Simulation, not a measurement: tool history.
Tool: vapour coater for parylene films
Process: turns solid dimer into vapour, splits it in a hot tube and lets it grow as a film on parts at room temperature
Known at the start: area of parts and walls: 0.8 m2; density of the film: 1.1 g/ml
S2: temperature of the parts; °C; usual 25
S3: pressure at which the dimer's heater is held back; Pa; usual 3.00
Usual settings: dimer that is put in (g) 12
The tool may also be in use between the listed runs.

run 1 hour=0.0 | dimer_that_is_put_in_(g)=12 S2=25 S3=3.00 | thickness_of_the_film_(nm)=7650
run 2 hour=26.9 | dimer_that_is_put_in_(g)=12 S2=25 S3=3.00 | thickness_of_the_film_(nm)=7620
run 3 hour=73.3 | dimer_that_is_put_in_(g)=12 S2=36 S3=3.00 | thickness_of_the_film_(nm)=4700
run 4 hour=98.6 | dimer_that_is_put_in_(g)=12 S2=36 S3=3.00 | thickness_of_the_film_(nm)=4710
run 5 hour=133.9 | dimer_that_is_put_in_(g)=12 S2=36 S3=3.00 | thickness_of_the_film_(nm)=4630
run 6 hour=171.0 | dimer_that_is_put_in_(g)=12 S2=25 S3=3.00 | thickness_of_the_film_(nm)=7380
run 7 hour=200.9 | dimer_that_is_put_in_(g)=12 S2=25 S3=3.00 | thickness_of_the_film_(nm)=7250
run 8 hour=224.3 | dimer_that_is_put_in_(g)=12 S2=25 S3=3.00 | thickness_of_the_film_(nm)=7240
run 9 hour=264.8 | dimer_that_is_put_in_(g)=12 S2=25 S3=3.00 | thickness_of_the_film_(nm)=7160
run 10 hour=305.7 | dimer_that_is_put_in_(g)=6 S2=25 S3=3.00 | thickness_of_the_film_(nm)=3480
-- hour=350.1 trap's valve overhauled
run 11 hour=355.6 | dimer_that_is_put_in_(g)=6 S2=25 S3=3.00 | thickness_of_the_film_(nm)=3880
run 12 hour=376.3 | dimer_that_is_put_in_(g)=6 S2=25 S3=3.00 | thickness_of_the_film_(nm)=3960
run 13 hour=417.4 | dimer_that_is_put_in_(g)=7 S2=25 S3=3.00 | thickness_of_the_film_(nm)=4530
run 14 hour=463.5 | dimer_that_is_put_in_(g)=12 S2=25 S3=3.00 | thickness_of_the_film_(nm)=7780
run 15 hour=503.4 | dimer_that_is_put_in_(g)=5 S2=25 S3=3.00 | thickness_of_the_film_(nm)=3200
run 16 hour=526.1 | dimer_that_is_put_in_(g)=5 S2=25 S3=3.00 | thickness_of_the_film_(nm)=3170
run 17 hour=560.0 | dimer_that_is_put_in_(g)=12 S2=25 S3=3.00 | thickness_of_the_film_(nm)=7520
-- hour=600.7 table's thermometer calibrated
run 18 hour=603.8 | dimer_that_is_put_in_(g)=12 S2=25 S3=3.00 | thickness_of_the_film_(nm)=7880
run 19 hour=646.1 | dimer_that_is_put_in_(g)=12 S2=25 S3=3.00 | thickness_of_the_film_(nm)=7710
run 20 hour=678.0 | dimer_that_is_put_in_(g)=12 S2=25 S3=7.32 | thickness_of_the_film_(nm)=7010
run 21 hour=716.5 | dimer_that_is_put_in_(g)=20 S2=25 S3=7.32 | thickness_of_the_film_(nm)=11230
run 22 hour=751.9 | dimer_that_is_put_in_(g)=20 S2=25 S3=7.32 | thickness_of_the_film_(nm)=11250
run 23 hour=775.7 | dimer_that_is_put_in_(g)=20 S2=25 S3=7.32 | thickness_of_the_film_(nm)=11130
run 24 hour=819.0 | dimer_that_is_put_in_(g)=9 S2=25 S3=2.15 | thickness_of_the_film_(nm)=5800
run 25 hour=839.9 | dimer_that_is_put_in_(g)=12 S2=23 S3=2.82 | thickness_of_the_film_(nm)=8140
run 26 hour=862.5 | dimer_that_is_put_in_(g)=12 S2=36 S3=2.82 | thickness_of_the_film_(nm)=4520
run 27 hour=893.4 | dimer_that_is_put_in_(g)=19 S2=25 S3=5.02 | thickness_of_the_film_(nm)=10790
-- hour=901.4 trap's valve overhauled
run 28 hour=933.6 | dimer_that_is_put_in_(g)=19 S2=25 S3=5.02 | thickness_of_the_film_(nm)=12220
run 29 hour=980.6 | dimer_that_is_put_in_(g)=19 S2=18 S3=3.02 | thickness_of_the_film_(nm)=17040
run 30 hour=1006.2 | dimer_that_is_put_in_(g)=19 S2=18 S3=3.02 | thickness_of_the_film_(nm)=17130
run 31 hour=1046.7 | dimer_that_is_put_in_(g)=5 S2=18 S3=3.02 | thickness_of_the_film_(nm)=4440
run 32 hour=1079.8 | dimer_that_is_put_in_(g)=20 S2=24 S3=2.69 | thickness_of_the_film_(nm)=14060
run 33 hour=1127.4 | dimer_that_is_put_in_(g)=12 S2=25 S3=5.37 | thickness_of_the_film_(nm)=7230
run 34 hour=1158.5 | dimer_that_is_put_in_(g)=11 S2=18 S3=3.00 | thickness_of_the_film_(nm)=9400
run 35 hour=1190.5 | dimer_that_is_put_in_(g)=16 S2=27 S3=2.58 | thickness_of_the_film_(nm)=9440
run 36 hour=1211.7 | dimer_that_is_put_in_(g)=16 S2=27 S3=2.58 | thickness_of_the_film_(nm)=9440
run 37 hour=1253.9 | dimer_that_is_put_in_(g)=20 S2=25 S3=3.00 | thickness_of_the_film_(nm)=12430
run 38 hour=1282.0 | dimer_that_is_put_in_(g)=18 S2=25 S3=8.15 | thickness_of_the_film_(nm)=9910
run 39 hour=1311.9 | dimer_that_is_put_in_(g)=12 S2=22 S3=3.74 | thickness_of_the_film_(nm)=8100
run 40 hour=1343.4 | dimer_that_is_put_in_(g)=11 S2=36 S3=4.93 | thickness_of_the_film_(nm)=3940
run 41 hour=1363.8 | dimer_that_is_put_in_(g)=14 S2=29 S3=5.75 | thickness_of_the_film_(nm)=6670
run 42 hour=1406.2 | dimer_that_is_put_in_(g)=11 S2=25 S3=6.29 | thickness_of_the_film_(nm)=6030
run 43 hour=1433.5 | dimer_that_is_put_in_(g)=7 S2=33 S3=2.31 | thickness_of_the_film_(nm)=3010
-- hour=1450.9 trap's valve overhauled
run 44 hour=1468.4 | dimer_that_is_put_in_(g)=7 S2=33 S3=2.31 | thickness_of_the_film_(nm)=3350
run 45 hour=1503.6 | dimer_that_is_put_in_(g)=14 S2=34 S3=6.31 | thickness_of_the_film_(nm)=5900
run 46 hour=1547.5 | dimer_that_is_put_in_(g)=17 S2=21 S3=3.88 | thickness_of_the_film_(nm)=12590

The same runs without the tool's hidden state, with the same run-to-run variation:
The hidden state here: vapour lost through the trap's worn valve, %; true temperature of the parts over the reading, C; drift of the gauge itself on film_um, %.
run=1 thickness_of_the_film_(nm)=8320
run=2 thickness_of_the_film_(nm)=8340
run=3 thickness_of_the_film_(nm)=5200
run=4 thickness_of_the_film_(nm)=5250
run=5 thickness_of_the_film_(nm)=5210
run=6 thickness_of_the_film_(nm)=8400
run=7 thickness_of_the_film_(nm)=8320
run=8 thickness_of_the_film_(nm)=8360
run=9 thickness_of_the_film_(nm)=8370
run=10 thickness_of_the_film_(nm)=4110
run=11 thickness_of_the_film_(nm)=4100
run=12 thickness_of_the_film_(nm)=4200
run=13 thickness_of_the_film_(nm)=4870
run=14 thickness_of_the_film_(nm)=8440
run=15 thickness_of_the_film_(nm)=3510
run=16 thickness_of_the_film_(nm)=3500
run=17 thickness_of_the_film_(nm)=8370
run=18 thickness_of_the_film_(nm)=8390
run=19 thickness_of_the_film_(nm)=8310
run=20 thickness_of_the_film_(nm)=7620
run=21 thickness_of_the_film_(nm)=12340
run=22 thickness_of_the_film_(nm)=12490
run=23 thickness_of_the_film_(nm)=12420
run=24 thickness_of_the_film_(nm)=6560
run=25 thickness_of_the_film_(nm)=9250
run=26 thickness_of_the_film_(nm)=5170
run=27 thickness_of_the_film_(nm)=12460
run=28 thickness_of_the_film_(nm)=12470
run=29 thickness_of_the_film_(nm)=17600
run=30 thickness_of_the_film_(nm)=17790
run=31 thickness_of_the_film_(nm)=4660
run=32 thickness_of_the_film_(nm)=14900
run=33 thickness_of_the_film_(nm)=7760
run=34 thickness_of_the_film_(nm)=10200
run=35 thickness_of_the_film_(nm)=10330
run=36 thickness_of_the_film_(nm)=10390
run=37 thickness_of_the_film_(nm)=13840
run=38 thickness_of_the_film_(nm)=11120
run=39 thickness_of_the_film_(nm)=9170
run=40 thickness_of_the_film_(nm)=4490
run=41 thickness_of_the_film_(nm)=7660
run=42 thickness_of_the_film_(nm)=7010
run=43 thickness_of_the_film_(nm)=3530
run=44 thickness_of_the_film_(nm)=3470
run=45 thickness_of_the_film_(nm)=6160
run=46 thickness_of_the_film_(nm)=13310
